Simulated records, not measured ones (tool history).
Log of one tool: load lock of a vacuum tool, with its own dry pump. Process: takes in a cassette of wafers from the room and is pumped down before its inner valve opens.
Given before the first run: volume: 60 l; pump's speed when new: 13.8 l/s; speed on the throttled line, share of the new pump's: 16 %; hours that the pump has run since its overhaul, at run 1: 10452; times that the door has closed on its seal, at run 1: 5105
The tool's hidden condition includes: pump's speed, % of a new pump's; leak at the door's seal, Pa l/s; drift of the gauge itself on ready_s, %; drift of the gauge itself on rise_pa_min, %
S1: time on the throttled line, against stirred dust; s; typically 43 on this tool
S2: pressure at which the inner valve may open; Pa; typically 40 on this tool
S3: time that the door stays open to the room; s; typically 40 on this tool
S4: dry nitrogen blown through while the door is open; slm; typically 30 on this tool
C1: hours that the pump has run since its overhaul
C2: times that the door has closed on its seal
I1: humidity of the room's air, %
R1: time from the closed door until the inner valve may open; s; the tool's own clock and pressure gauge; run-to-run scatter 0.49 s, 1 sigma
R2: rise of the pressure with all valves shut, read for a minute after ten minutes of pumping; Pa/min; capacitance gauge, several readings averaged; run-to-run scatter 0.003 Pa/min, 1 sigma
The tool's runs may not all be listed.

| run | hour | S1 | S2 | S3 | S4 | C1 | C2 | I1 | R1 | R2 |
|---|---|---|---|---|---|---|---|---|---|---|
| 1 | 0.0 | 43 | 40 | 40 | 30 | 10452 | 5105 | 49.6 | 76.3 | 0.029 |
| 2 | 45.5 | 43 | 63 | 40 | 30 | 10497 | 5219 | 44.0 | 74.3 | 0.032 |
| 3 | 94.0 | 43 | 63 | 40 | 30 | 10546 | 5340 | 43.4 | 74.2 | 0.032 |
| 4 | 156.1 | 43 | 63 | 40 | 30 | 10608 | 5495 | 40.7 | 73.8 | 0.025 |
|  | 209.9 | dry pump taken out, an overhauled one fitted |
| 5 | 234.4 | 43 | 40 | 189 | 30 | 25 | 5675 | 41.4 | 70.3 | 0.046 |
| 6 | 312.9 | 43 | 40 | 40 | 11 | 103 | 5871 | 43.3 | 70.4 | 0.042 |
| 7 | 355.9 | 43 | 40 | 40 | 11 | 146 | 5978 | 44.6 | 70.6 | 0.042 |
| 8 | 403.5 | 43 | 40 | 40 | 11 | 194 | 6097 | 42.3 | 70.5 | 0.044 |
| 9 | 465.1 | 43 | 40 | 40 | 30 | 255 | 6251 | 47.6 | 70.2 | 0.027 |
| 10 | 539.4 | 43 | 40 | 40 | 11 | 330 | 6436 | 45.9 | 70.2 | 0.041 |
| 11 | 608.3 | 43 | 31 | 40 | 30 | 398 | 6608 | 43.8 | 71.8 | 0.027 |
| 12 | 686.9 | 43 | 31 | 40 | 30 | 477 | 6804 | 44.2 | 72.0 | 0.032 |
| 13 | 741.1 | 43 | 31 | 40 | 30 | 531 | 6939 | 46.1 | 72.0 | 0.030 |
| 14 | 819.3 | 43 | 31 | 40 | 30 | 609 | 7134 | 46.1 | 72.3 | 0.037 |
| 15 | 880.1 | 43 | 40 | 169 | 30 | 670 | 7286 | 45.8 | 71.6 | 0.042 |
| 16 | 970.5 | 43 | 40 | 169 | 30 | 761 | 7512 | 44.3 | 71.3 | 0.047 |
| 17 | 1062.1 | 43 | 40 | 169 | 30 | 852 | 7740 | 44.4 | 71.6 | 0.044 |
| 18 | 1116.4 | 43 | 40 | 169 | 26 | 906 | 7876 | 45.4 | 70.8 | 0.042 |
| 19 | 1195.3 | 39 | 40 | 93 | 27 | 985 | 8073 | 45.6 | 67.7 | 0.038 |
| 20 | 1285.3 | 60 | 40 | 93 | 27 | 1075 | 8297 | 43.6 | 85.1 | 0.045 |
| 21 | 1345.9 | 23 | 47 | 93 | 27 | 1136 | 8448 | 46.0 | 53.4 | 0.043 |
| 22 | 1406.5 | 23 | 47 | 93 | 27 | 1197 | 8600 | 44.2 | 53.9 | 0.038 |
| 23 | 1462.0 | 23 | 47 | 93 | 27 | 1252 | 8738 | 45.6 | 53.6 | 0.044 |
| 24 | 1518.7 | 43 | 45 | 40 | 30 | 1309 | 8879 | 38.3 | 70.1 | 0.031 |
| 25 | 1580.6 | 31 | 40 | 40 | 7 | 1371 | 9034 | 47.3 | 61.0 | 0.054 |
| 26 | 1632.6 | 31 | 40 | 40 | 7 | 1423 | 9164 | 43.1 | 61.1 | 0.052 |
| 27 | 1686.5 | 31 | 40 | 40 | 7 | 1477 | 9298 | 49.9 | 61.2 | 0.052 |
| 28 | 1761.1 | 39 | 74 | 49 | 10 | 1551 | 9484 | 47.6 | 64.9 | 0.056 |
| 29 | 1829.2 | 39 | 74 | 49 | 10 | 1619 | 9654 | 43.1 | 64.8 | 0.043 |
| 30 | 1889.2 | 39 | 74 | 49 | 10 | 1679 | 9804 | 40.7 | 64.5 | 0.046 |
| 31 | 1935.6 | 43 | 48 | 77 | 7 | 1726 | 9920 | 45.1 | 70.6 | 0.060 |
| 32 | 2021.5 | 24 | 36 | 124 | 7 | 1812 | 10134 | 47.0 | 55.6 | 0.074 |
| 33 | 2102.9 | 43 | 45 | 166 | 30 | 1893 | 10337 | 45.8 | 70.4 | 0.052 |
| 34 | 2189.8 | 30 | 45 | 113 | 30 | 1980 | 10554 | 48.5 | 59.3 | 0.050 |
| 35 | 2251.8 | 30 | 45 | 113 | 30 | 2042 | 10708 | 50.2 | 59.8 | 0.044 |
| 36 | 2290.8 | 42 | 60 | 55 | 19 | 2081 | 10806 | 45.0 | 69.2 | 0.044 |

Forecast each of these 4 alternatives for the next run:
| A | 2354.2 | 42 | 60 | 63 | 19 | 2144 | 10964 | 45.3 | ? | ? |
| B | 2354.2 | 43 | 40 | 167 | 5 | 2144 | 10964 | 44.3 | ? | ? |
| C | 2354.2 | 26 | 60 | 109 | 5 | 2144 | 10964 | 41.9 | ? | ? |
| D | 2354.2 | 43 | 40 | 125 | 13 | 2144 | 10964 | 44.7 | ? | ? |

| run | R1 | R2 |
|---|---|---|
| A | 69.2 | 0.046 |
| B | 71.6 | 0.078 |
| C | 55.5 | 0.069 |
| D | 71.2 | 0.059 |
Take away the tool's hidden state, keep each run's random variation, and the runs would have read:
| run | R1 | R2 |
|---|---|---|
| A | 67.8 | 0.025 |
| B | 70.2 | 0.058 |
| C | 53.9 | 0.047 |
| D | 69.7 | 0.038 |

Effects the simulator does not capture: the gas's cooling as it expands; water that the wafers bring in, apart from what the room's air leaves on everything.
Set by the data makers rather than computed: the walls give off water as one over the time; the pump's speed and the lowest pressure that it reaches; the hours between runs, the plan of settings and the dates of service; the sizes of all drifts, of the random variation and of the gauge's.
